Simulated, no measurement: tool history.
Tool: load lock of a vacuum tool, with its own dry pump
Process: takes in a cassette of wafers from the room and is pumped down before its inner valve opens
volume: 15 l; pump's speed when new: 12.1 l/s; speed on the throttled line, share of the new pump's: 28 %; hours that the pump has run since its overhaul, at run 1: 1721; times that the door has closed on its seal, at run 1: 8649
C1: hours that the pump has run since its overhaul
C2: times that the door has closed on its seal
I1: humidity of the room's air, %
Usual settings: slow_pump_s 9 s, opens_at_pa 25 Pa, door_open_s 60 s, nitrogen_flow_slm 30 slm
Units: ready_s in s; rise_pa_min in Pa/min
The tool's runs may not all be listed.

run 1 hour=0 | slow_pump_s=9 opens_at_pa=25 door_open_s=60 nitrogen_flow_slm=30 | C1=1721 C2=8649 | I1=47.8 | ready_s=16.7 rise_pa_min=0.042
run 2 hour=164.6 | slow_pump_s=9 opens_at_pa=25 door_open_s=60 nitrogen_flow_slm=30 | C1=1886 C2=9014 | I1=43.5 | ready_s=16.7 rise_pa_min=0.034
run 3 hour=298.5 | slow_pump_s=9 opens_at_pa=25 door_open_s=60 nitrogen_flow_slm=30 | C1=2019 C2=9310 | I1=45.5 | ready_s=16.8 rise_pa_min=0.031
run 4 hour=460.7 | slow_pump_s=9 opens_at_pa=25 door_open_s=60 nitrogen_flow_slm=27 | C1=2182 C2=9669 | I1=45.3 | ready_s=16.7 rise_pa_min=0.039
run 5 hour=607.5 | slow_pump_s=9 opens_at_pa=25 door_open_s=60 nitrogen_flow_slm=30 | C1=2328 C2=9994 | I1=45.1 | ready_s=16.8 rise_pa_min=0.031
run 6 hour=762.2 | slow_pump_s=9 opens_at_pa=25 door_open_s=60 nitrogen_flow_slm=30 | C1=2483 C2=10336 | I1=43.6 | ready_s=16.6 rise_pa_min=0.03
run 7 hour=930.5 | slow_pump_s=9 opens_at_pa=25 door_open_s=60 nitrogen_flow_slm=30 | C1=2651 C2=10709 | I1=41.3 | ready_s=17 rise_pa_min=0.034
run 8 hour=1081.7 | slow_pump_s=9 opens_at_pa=25 door_open_s=60 nitrogen_flow_slm=30 | C1=2803 C2=11044 | I1=44.5 | ready_s=16.7 rise_pa_min=0.037
run 9 hour=1165.2 | slow_pump_s=9 opens_at_pa=25 door_open_s=60 nitrogen_flow_slm=30 | C1=2886 C2=11229 | I1=41.3 | ready_s=16.7 rise_pa_min=0.033
run 10 hour=1291.5 | slow_pump_s=14 opens_at_pa=33 door_open_s=198 nitrogen_flow_slm=30 | C1=3012 C2=11508 | I1=43.9 | ready_s=20.1 rise_pa_min=0.046
run 11 hour=1366 | slow_pump_s=14 opens_at_pa=33 door_open_s=198 nitrogen_flow_slm=30 | C1=3087 C2=11673 | I1=46.1 | ready_s=19.9 rise_pa_min=0.058
run 12 hour=1473.5 | slow_pump_s=14 opens_at_pa=33 door_open_s=198 nitrogen_flow_slm=30 | C1=3194 C2=11911 | I1=45.2 | ready_s=20 rise_pa_min=0.045
run 13 hour=1601.9 | slow_pump_s=14 opens_at_pa=33 door_open_s=198 nitrogen_flow_slm=30 | C1=3323 C2=12195 | I1=43.5 | ready_s=19.8 rise_pa_min=0.048
run 14 hour=1736.3 | slow_pump_s=14 opens_at_pa=20 door_open_s=198 nitrogen_flow_slm=9 | C1=3457 C2=12493 | I1=44.8 | ready_s=20.7 rise_pa_min=0.085
run 15 hour=1919.9 | slow_pump_s=14 opens_at_pa=20 door_open_s=198 nitrogen_flow_slm=9 | C1=3641 C2=12900 | I1=46.1 | ready_s=20.7 rise_pa_min=0.088
run 16 hour=2061.4 | slow_pump_s=9 opens_at_pa=25 door_open_s=60 nitrogen_flow_slm=30 | C1=3782 C2=13213 | I1=46 | ready_s=16.6 rise_pa_min=0.041
run 17 hour=2166.2 | slow_pump_s=6 opens_at_pa=22 door_open_s=60 nitrogen_flow_slm=30 | C1=3887 C2=13445 | I1=40.4 | ready_s=14.9 rise_pa_min=0.033
run 18 hour=2263.5 | slow_pump_s=15 opens_at_pa=29 door_open_s=35 nitrogen_flow_slm=9 | C1=3984 C2=13660 | I1=46.2 | ready_s=20.9 rise_pa_min=0.055

3 ways to go on from here, each from the tool as it stands after run 18. What would each give?
run A hour=2442.3 | slow_pump_s=15 opens_at_pa=29 door_open_s=68 nitrogen_flow_slm=9 | C1=4163 C2=14056 | I1=46.2 | ready_s=? rise_pa_min=?
run B hour=2442.3 | slow_pump_s=15 opens_at_pa=26 door_open_s=42 nitrogen_flow_slm=21 | C1=4163 C2=14056 | I1=42.7 | ready_s=? rise_pa_min=?
run C hour=2442.3 | slow_pump_s=12 opens_at_pa=25 door_open_s=60 nitrogen_flow_slm=30 | C1=4163 C2=14056 | I1=46.2 | ready_s=? rise_pa_min=?

run=A ready_s=20.8 rise_pa_min=0.063
run=B ready_s=21 rise_pa_min=0.038
run=C ready_s=18.9 rise_pa_min=0.034
Without the tool's hidden state the same runs would have given:
run=A ready_s=20.8 rise_pa_min=0.063
run=B ready_s=21 rise_pa_min=0.037
run=C ready_s=18.9 rise_pa_min=0.034

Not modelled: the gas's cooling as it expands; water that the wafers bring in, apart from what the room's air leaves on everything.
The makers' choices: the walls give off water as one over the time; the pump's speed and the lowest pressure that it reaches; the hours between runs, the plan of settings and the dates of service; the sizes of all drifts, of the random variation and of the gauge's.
